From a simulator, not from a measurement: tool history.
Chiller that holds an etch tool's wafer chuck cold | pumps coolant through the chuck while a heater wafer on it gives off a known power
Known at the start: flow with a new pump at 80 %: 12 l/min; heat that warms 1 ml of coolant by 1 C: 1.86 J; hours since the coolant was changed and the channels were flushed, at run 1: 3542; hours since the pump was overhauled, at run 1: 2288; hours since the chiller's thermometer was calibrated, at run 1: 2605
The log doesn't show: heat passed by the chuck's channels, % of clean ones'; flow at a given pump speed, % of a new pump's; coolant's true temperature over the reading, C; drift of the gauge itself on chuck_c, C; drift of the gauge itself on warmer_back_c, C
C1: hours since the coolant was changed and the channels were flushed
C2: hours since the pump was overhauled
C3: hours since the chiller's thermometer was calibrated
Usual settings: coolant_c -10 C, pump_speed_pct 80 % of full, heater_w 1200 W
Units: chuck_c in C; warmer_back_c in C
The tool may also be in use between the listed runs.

{"run": 1, "hour": 0.0, "coolant_c": -10, "pump_speed_pct": 80, "heater_w": 1200, "C1": 3542, "C2": 2288, "C3": 2605, "chuck_c": -1.6, "warmer_back_c": 3.26}
{"run": 2, "hour": 95.5, "coolant_c": -10, "pump_speed_pct": 80, "heater_w": 1200, "C1": 3638, "C2": 2384, "C3": 2700, "chuck_c": -1.8, "warmer_back_c": 3.2}
{"run": 3, "hour": 260.9, "coolant_c": -10, "pump_speed_pct": 80, "heater_w": 1200, "C1": 3803, "C2": 2549, "C3": 2865, "chuck_c": -1.7, "warmer_back_c": 3.22}
{"run": 4, "hour": 438.9, "coolant_c": -10, "pump_speed_pct": 85, "heater_w": 1200, "C1": 3981, "C2": 2727, "C3": 3043, "chuck_c": -2.2, "warmer_back_c": 3.03}
{"run": 5, "hour": 560.2, "coolant_c": -10, "pump_speed_pct": 67, "heater_w": 1200, "C1": 4102, "C2": 2849, "C3": 3165, "chuck_c": -0.4, "warmer_back_c": 3.88}
{"run": 6, "hour": 759.2, "coolant_c": -10, "pump_speed_pct": 67, "heater_w": 1200, "C1": 4301, "C2": 3048, "C3": 3364, "chuck_c": -0.2, "warmer_back_c": 3.83}
{"run": 7, "hour": 867.1, "coolant_c": -10, "pump_speed_pct": 67, "heater_w": 1200, "C1": 4409, "C2": 3156, "C3": 3472, "chuck_c": -0.5, "warmer_back_c": 3.83}
{"run": 8, "hour": 1035.3, "coolant_c": -10, "pump_speed_pct": 80, "heater_w": 1200, "C1": 4577, "C2": 3324, "C3": 3640, "chuck_c": -1.7, "warmer_back_c": 3.16}
{"hour": 1219.9, "done": "coolant changed, channels flushed"}
{"run": 9, "hour": 1253.5, "coolant_c": -18, "pump_speed_pct": 80, "heater_w": 1200, "C1": 34, "C2": 3536, "C3": 3852, "chuck_c": -9.9, "warmer_back_c": 3.14}
{"run": 10, "hour": 1391.5, "coolant_c": -18, "pump_speed_pct": 89, "heater_w": 1200, "C1": 172, "C2": 3674, "C3": 3990, "chuck_c": -10.2, "warmer_back_c": 2.84}
{"run": 11, "hour": 1596.1, "coolant_c": -18, "pump_speed_pct": 62, "heater_w": 1200, "C1": 376, "C2": 3879, "C3": 4195, "chuck_c": -8, "warmer_back_c": 4.04}
{"run": 12, "hour": 1826.9, "coolant_c": -18, "pump_speed_pct": 62, "heater_w": 1200, "C1": 607, "C2": 4109, "C3": 4425, "chuck_c": -7.8, "warmer_back_c": 4.08}
{"run": 13, "hour": 2058.8, "coolant_c": -18, "pump_speed_pct": 62, "heater_w": 819, "C1": 839, "C2": 4341, "C3": 4657, "chuck_c": -11.1, "warmer_back_c": 2.71}
{"run": 14, "hour": 2226.7, "coolant_c": -15, "pump_speed_pct": 99, "heater_w": 1366, "C1": 1007, "C2": 4509, "C3": 4825, "chuck_c": -7, "warmer_back_c": 2.77}
{"run": 15, "hour": 2452.8, "coolant_c": -16, "pump_speed_pct": 80, "heater_w": 1311, "C1": 1233, "C2": 4735, "C3": 5051, "chuck_c": -7.1, "warmer_back_c": 3.35}
{"run": 16, "hour": 2683.5, "coolant_c": -6, "pump_speed_pct": 80, "heater_w": 1007, "C1": 1464, "C2": 4966, "C3": 5282, "chuck_c": 0.8, "warmer_back_c": 2.51}

The next listed run, before its measurement:
{"hour": 2759.8, "done": "gauge calibrated"}
{"run": 17, "hour": 2831.1, "coolant_c": -18, "pump_speed_pct": 99, "heater_w": 605, "C1": 1611, "C2": 5114, "C3": 5430, "chuck_c": "?", "warmer_back_c": "?"}

{"run 17": {"chuck_c": -14.5, "warmer_back_c": 1.34}}
Without the tool's hidden state the same run would have given chuck_c -14.5 C, warmer_back_c 1.35 C.
